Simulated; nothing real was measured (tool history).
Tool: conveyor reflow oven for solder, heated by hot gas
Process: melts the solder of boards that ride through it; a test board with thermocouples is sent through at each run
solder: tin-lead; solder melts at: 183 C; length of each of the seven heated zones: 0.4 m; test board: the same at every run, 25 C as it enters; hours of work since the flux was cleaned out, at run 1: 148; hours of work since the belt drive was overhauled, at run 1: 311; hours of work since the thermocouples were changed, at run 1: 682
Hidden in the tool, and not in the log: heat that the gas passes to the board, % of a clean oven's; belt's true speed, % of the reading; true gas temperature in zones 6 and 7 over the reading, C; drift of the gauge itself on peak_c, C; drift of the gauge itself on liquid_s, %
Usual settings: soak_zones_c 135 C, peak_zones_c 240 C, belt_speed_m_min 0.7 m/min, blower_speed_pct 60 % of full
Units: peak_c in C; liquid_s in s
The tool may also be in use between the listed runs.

run     day  soak_zones_c  peak_zones_c  belt_speed_m_min  blower_speed_pct  hours of work since the flux was cleaned out  hours of work since the belt drive was overhauled  hours of work since the thermocouples were changed  peak_c  liquid_s
  1       0           135           240               0.7                60                                           148                                                311                                                 682   214.2      48.2
  2    0.55           135           240               0.7                60                                           153                                                316                                                 688   214.1        47
  3   1.125           135           240               0.7                60                                           159                                                322                                                 693   214.4      47.1
  4   1.667           135           240               0.7                60                                           165                                                328                                                 699   213.9      46.2
  5   2.358           135           240               0.7                50                                           172                                                335                                                 706   211.6      43.9
  6   3.167           135           240               0.7                50                                           180                                                343                                                 714   211.5        44
  7    3.65           135           240               0.7                50                                           185                                                348                                                 719     211      44.3
  8   4.617           135           240               0.7                50                                           195                                                357                                                 729   211.1      44.8
  9   5.654           135           240             0.832                60                                           205                                                368                                                 739   206.1        33
      5.912  -- belt drive overhauled, speed set with a stopwatch
 10   6.654           135           240             0.832                60                                           214                                                  8                                                 748   206.1      32.8
 11   7.092           135           240             0.832                60                                           218                                                 12                                                 752     206      32.7
 12   8.133           135           240             0.832                60                                           229                                                 22                                                 763   205.9      32.2
 13   8.683           135           240             0.832                60                                           234                                                 28                                                 768     206      32.2
 14   9.471           135           240             0.832                60                                           242                                                 36                                                 776   206.3      31.5
 15  10.071           135           240             0.832                60                                           248                                                 42                                                 782   205.9      31.6
 16  10.971           135           240             0.832                60                                           257                                                 51                                                 791   205.8      32.5
 17  11.454           135           240             0.832                60                                           262                                                 56                                                 796   205.9        32
     11.958  -- belt drive overhauled, speed set with a stopwatch, once more
 18  12.154           135           254               0.7                65                                           268                                                  2                                                 802   225.8      54.3
 19  12.621           135           240               0.7                57                                           272                                                  7                                                 806   212.1      45.4
     13.408  -- flux residue cleaned out of gas plates and filters
 20  13.804           127           247             0.795                57                                             4                                                 17                                                 816     212      36.5
 21  14.667           146           249             0.795                57                                            13                                                 25                                                 825   219.3      46.8
 22  15.596           140           238             0.668                69                                            22                                                 35                                                 835   218.8      55.7
 23  16.188           135           241             0.604                56                                            28                                                 41                                                 841   220.8      60.6
 24  16.871           135           241             0.604                74                                            35                                                 48                                                 847     225      63.1
 25  17.375           135           241             0.604                74                                            40                                                 53                                                 853   225.1      64.5
 26  18.188           133           243               0.7                55                                            48                                                 61                                                 861   215.7      47.4
 27  19.079           130           228             0.826                60                                            57                                                 70                                                 870   196.9      21.6
 28  19.517           150           251              0.63                84                                            62                                                 74                                                 874   236.1        73
 29  20.104           135           240               0.7                77                                            68                                                 80                                                 880   219.1      50.5
 30  21.121           135           240             0.826                60                                            78                                                 91                                                 890   207.5      33.7

3 ways to go on from here, each from the tool as it stands after run 30. What would each give?
  A  21.804           126           235               0.7                56                                            85                                                 98                                                 897       ?         ?
  B  21.804           144           240               0.7                60                                            85                                                 98                                                 897       ?         ?
  C  21.804           127           247             0.807                60                                            85                                                 98                                                 897       ?         ?

run  peak_c  liquid_s
  A   207.6      38.2
  B   217.7      51.8
  C   211.8      36.3
Without the tool's hidden state the same runs would have given:
run  peak_c  liquid_s
  A   207.4      38.1
  B   217.4      51.6
  C   211.9      36.4
